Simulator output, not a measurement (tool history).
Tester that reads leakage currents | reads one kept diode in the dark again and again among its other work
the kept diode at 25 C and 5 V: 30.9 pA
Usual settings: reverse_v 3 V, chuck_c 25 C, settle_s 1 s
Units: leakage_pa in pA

run 1 day=0 | reverse_v=3 chuck_c=25 settle_s=1 | leakage_pa=23.5
run 2 day=1.042 | reverse_v=3 chuck_c=25 settle_s=1 | leakage_pa=23.5
run 3 day=2.596 | reverse_v=3 chuck_c=24 settle_s=1 | leakage_pa=21.52
run 4 day=4.825 | reverse_v=3 chuck_c=24 settle_s=1 | leakage_pa=21.45
run 5 day=6.121 | reverse_v=3 chuck_c=24 settle_s=1 | leakage_pa=21.42
run 6 day=7.85 | reverse_v=3 chuck_c=24 settle_s=1 | leakage_pa=21.41
run 7 day=8.862 | reverse_v=3 chuck_c=24 settle_s=1 | leakage_pa=21.36
run 8 day=10.292 | reverse_v=3 chuck_c=25 settle_s=1 | leakage_pa=23.37
run 9 day=11.721 | reverse_v=3 chuck_c=25 settle_s=1 | leakage_pa=23.36
run 10 day=12.821 | reverse_v=3 chuck_c=25 settle_s=1 | leakage_pa=23.35
run 11 day=14.433 | reverse_v=3 chuck_c=25 settle_s=1 | leakage_pa=23.13
run 12 day=16.425 | reverse_v=3 chuck_c=25 settle_s=1 | leakage_pa=23.38
run 13 day=18.888 | reverse_v=3 chuck_c=25 settle_s=1 | leakage_pa=23.19
-- day=19.208 probe card cleaned and baked
run 14 day=20.125 | reverse_v=1.13 chuck_c=48 settle_s=4.58 | leakage_pa=95
run 15 day=22.529 | reverse_v=3 chuck_c=25 settle_s=8.14 | leakage_pa=22.75
-- day=24.512 probe card cleaned and baked, once more
run 16 day=24.512 | reverse_v=5.09 chuck_c=25 settle_s=3.81 | leakage_pa=29.62
run 17 day=26.767 | reverse_v=5.09 chuck_c=25 settle_s=3.81 | leakage_pa=29.75
run 18 day=28.679 | reverse_v=4.99 chuck_c=25 settle_s=1.08 | leakage_pa=29.85
run 19 day=30.146 | reverse_v=14.69 chuck_c=32 settle_s=1.03 | leakage_pa=102.96
run 20 day=31.383 | reverse_v=14.69 chuck_c=32 settle_s=1.03 | leakage_pa=104.11
run 21 day=33.388 | reverse_v=6.47 chuck_c=25 settle_s=9.86 | leakage_pa=33.55
run 22 day=35.3 | reverse_v=3 chuck_c=30 settle_s=1 | leakage_pa=35.12
run 23 day=36.588 | reverse_v=8.07 chuck_c=54 settle_s=0.88 | leakage_pa=451.34
run 24 day=38.583 | reverse_v=3 chuck_c=25 settle_s=1 | leakage_pa=22.44

Some steps in leakage_pa between neighbouring runs. How much of each would the tool show without its hidden state too (settings, what came in, random variation), and how much is left for the hidden state, with any gauge scatter that isn't in both results?
The hidden state here: stray current of the dirty probe card, pA a volt; current scale over the true one, %; true chuck temperature over the reading, C; drift of the gauge itself on leakage_pa, %.
Run 22 -> 23: reverse_v 3 -> 8.07, chuck_c 30 -> 54, settle_s 1 -> 0.88. leakage_pa +416.22 pA: hidden state -28.1, all else +444.32.
Run 23 -> 24: reverse_v 8.07 -> 3, chuck_c 54 -> 25, settle_s 0.88 -> 1. leakage_pa -428.9 pA: hidden state +29.01, all else -457.91.
